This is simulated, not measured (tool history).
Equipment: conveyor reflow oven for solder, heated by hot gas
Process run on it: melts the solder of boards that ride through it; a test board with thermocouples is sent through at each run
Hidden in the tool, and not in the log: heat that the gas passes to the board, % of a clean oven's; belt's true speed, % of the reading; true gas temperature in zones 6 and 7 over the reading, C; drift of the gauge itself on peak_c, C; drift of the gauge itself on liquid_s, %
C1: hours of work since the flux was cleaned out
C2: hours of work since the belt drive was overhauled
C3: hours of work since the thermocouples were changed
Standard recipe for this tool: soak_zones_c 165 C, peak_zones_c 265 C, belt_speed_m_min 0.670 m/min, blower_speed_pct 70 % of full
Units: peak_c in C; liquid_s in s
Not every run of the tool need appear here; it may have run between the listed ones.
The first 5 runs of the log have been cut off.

run 6 hour=28.3 | soak_zones_c=165 peak_zones_c=265 belt_speed_m_min=0.670 blower_speed_pct=70 | C1=141 C2=298 C3=829 | peak_c=250.4 liquid_s=50.4
run 7 hour=35.1 | soak_zones_c=165 peak_zones_c=265 belt_speed_m_min=0.670 blower_speed_pct=70 | C1=146 C2=303 C3=834 | peak_c=250.6 liquid_s=50.5
run 8 hour=39.4 | soak_zones_c=154 peak_zones_c=265 belt_speed_m_min=0.670 blower_speed_pct=70 | C1=149 C2=306 C3=837 | peak_c=249.1 liquid_s=46.0
run 9 hour=45.7 | soak_zones_c=165 peak_zones_c=265 belt_speed_m_min=0.570 blower_speed_pct=70 | C1=154 C2=311 C3=842 | peak_c=255.1 liquid_s=63.8
run 10 hour=51.6 | soak_zones_c=165 peak_zones_c=265 belt_speed_m_min=0.570 blower_speed_pct=70 | C1=159 C2=315 C3=846 | peak_c=255.1 liquid_s=64.2
run 11 hour=55.4 | soak_zones_c=165 peak_zones_c=265 belt_speed_m_min=0.570 blower_speed_pct=70 | C1=161 C2=318 C3=849 | peak_c=255.1 liquid_s=64.3
run 12 hour=62.3 | soak_zones_c=165 peak_zones_c=265 belt_speed_m_min=0.570 blower_speed_pct=70 | C1=167 C2=324 C3=854 | peak_c=255.1 liquid_s=64.4
run 13 hour=70.1 | soak_zones_c=165 peak_zones_c=265 belt_speed_m_min=0.570 blower_speed_pct=70 | C1=173 C2=329 C3=860 | peak_c=255.0 liquid_s=64.2
run 14 hour=77.4 | soak_zones_c=165 peak_zones_c=265 belt_speed_m_min=0.670 blower_speed_pct=70 | C1=178 C2=335 C3=866 | peak_c=250.6 liquid_s=50.5
run 15 hour=85.5 | soak_zones_c=165 peak_zones_c=265 belt_speed_m_min=0.670 blower_speed_pct=70 | C1=184 C2=341 C3=872 | peak_c=250.3 liquid_s=50.1
run 16 hour=93.0 | soak_zones_c=173 peak_zones_c=265 belt_speed_m_min=0.670 blower_speed_pct=70 | C1=190 C2=347 C3=878 | peak_c=251.8 liquid_s=53.6
run 17 hour=101.4 | soak_zones_c=173 peak_zones_c=265 belt_speed_m_min=0.670 blower_speed_pct=70 | C1=196 C2=353 C3=884 | peak_c=251.8 liquid_s=53.8
run 18 hour=110.1 | soak_zones_c=165 peak_zones_c=265 belt_speed_m_min=0.757 blower_speed_pct=70 | C1=203 C2=360 C3=890 | peak_c=246.6 liquid_s=40.9
run 19 hour=115.6 | soak_zones_c=156 peak_zones_c=262 belt_speed_m_min=0.549 blower_speed_pct=60 | C1=207 C2=364 C3=895 | peak_c=250.1 liquid_s=59.5
run 20 hour=124.5 | soak_zones_c=171 peak_zones_c=264 belt_speed_m_min=0.687 blower_speed_pct=70 | C1=214 C2=371 C3=901 | peak_c=250.0 liquid_s=50.0
run 21 hour=133.6 | soak_zones_c=165 peak_zones_c=277 belt_speed_m_min=0.635 blower_speed_pct=70 | C1=221 C2=378 C3=908 | peak_c=263.2 liquid_s=61.1
run 22 hour=142.6 | soak_zones_c=165 peak_zones_c=268 belt_speed_m_min=0.641 blower_speed_pct=70 | C1=228 C2=384 C3=915 | peak_c=254.3 liquid_s=55.7
run 23 hour=151.1 | soak_zones_c=165 peak_zones_c=268 belt_speed_m_min=0.641 blower_speed_pct=70 | C1=234 C2=391 C3=922 | peak_c=254.8 liquid_s=55.8
run 24 hour=157.6 | soak_zones_c=172 peak_zones_c=268 belt_speed_m_min=0.641 blower_speed_pct=81 | C1=239 C2=396 C3=927 | peak_c=257.5 liquid_s=60.4
run 25 hour=166.7 | soak_zones_c=165 peak_zones_c=265 belt_speed_m_min=0.670 blower_speed_pct=80 | C1=246 C2=403 C3=933 | peak_c=252.6 liquid_s=52.3
run 26 hour=175.4 | soak_zones_c=159 peak_zones_c=263 belt_speed_m_min=0.662 blower_speed_pct=75 | C1=252 C2=409 C3=940 | peak_c=249.3 liquid_s=48.7
run 27 hour=180.9 | soak_zones_c=177 peak_zones_c=265 belt_speed_m_min=0.670 blower_speed_pct=68 | C1=257 C2=413 C3=944 | peak_c=251.8 liquid_s=55.3
run 28 hour=188.4 | soak_zones_c=177 peak_zones_c=265 belt_speed_m_min=0.670 blower_speed_pct=68 | C1=262 C2=419 C3=950 | peak_c=252.0 liquid_s=55.1
run 29 hour=193.1 | soak_zones_c=158 peak_zones_c=279 belt_speed_m_min=0.718 blower_speed_pct=55 | C1=266 C2=423 C3=953 | peak_c=254.2 liquid_s=46.1
run 30 hour=200.1 | soak_zones_c=158 peak_zones_c=279 belt_speed_m_min=0.718 blower_speed_pct=55 | C1=271 C2=428 C3=959 | peak_c=254.5 liquid_s=45.9

5 ways to go on from here, each from the tool as it stands after run 30. What would each give?
run A hour=207.5 | soak_zones_c=159 peak_zones_c=279 belt_speed_m_min=0.718 blower_speed_pct=55 | C1=277 C2=434 C3=964 | peak_c=? liquid_s=?
run B hour=207.5 | soak_zones_c=167 peak_zones_c=256 belt_speed_m_min=0.718 blower_speed_pct=75 | C1=277 C2=434 C3=964 | peak_c=? liquid_s=?
run C hour=207.5 | soak_zones_c=158 peak_zones_c=279 belt_speed_m_min=0.580 blower_speed_pct=78 | C1=277 C2=434 C3=964 | peak_c=? liquid_s=?
run D hour=207.5 | soak_zones_c=158 peak_zones_c=277 belt_speed_m_min=0.718 blower_speed_pct=55 | C1=277 C2=434 C3=964 | peak_c=? liquid_s=?
run E hour=207.5 | soak_zones_c=161 peak_zones_c=279 belt_speed_m_min=0.771 blower_speed_pct=50 | C1=277 C2=434 C3=964 | peak_c=? liquid_s=?

run=A peak_c=254.7 liquid_s=46.2
run=B peak_c=242.1 liquid_s=40.9
run=C peak_c=268.5 liquid_s=69.1
run=D peak_c=252.7 liquid_s=44.7
run=E peak_c=249.4 liquid_s=39.3
Had the tool no hidden state, the same runs would have come out as:
run=A peak_c=254.7 liquid_s=46.1
run=B peak_c=242.1 liquid_s=40.9
run=C peak_c=268.4 liquid_s=69.1
run=D peak_c=252.6 liquid_s=44.7
run=E peak_c=249.4 liquid_s=39.3
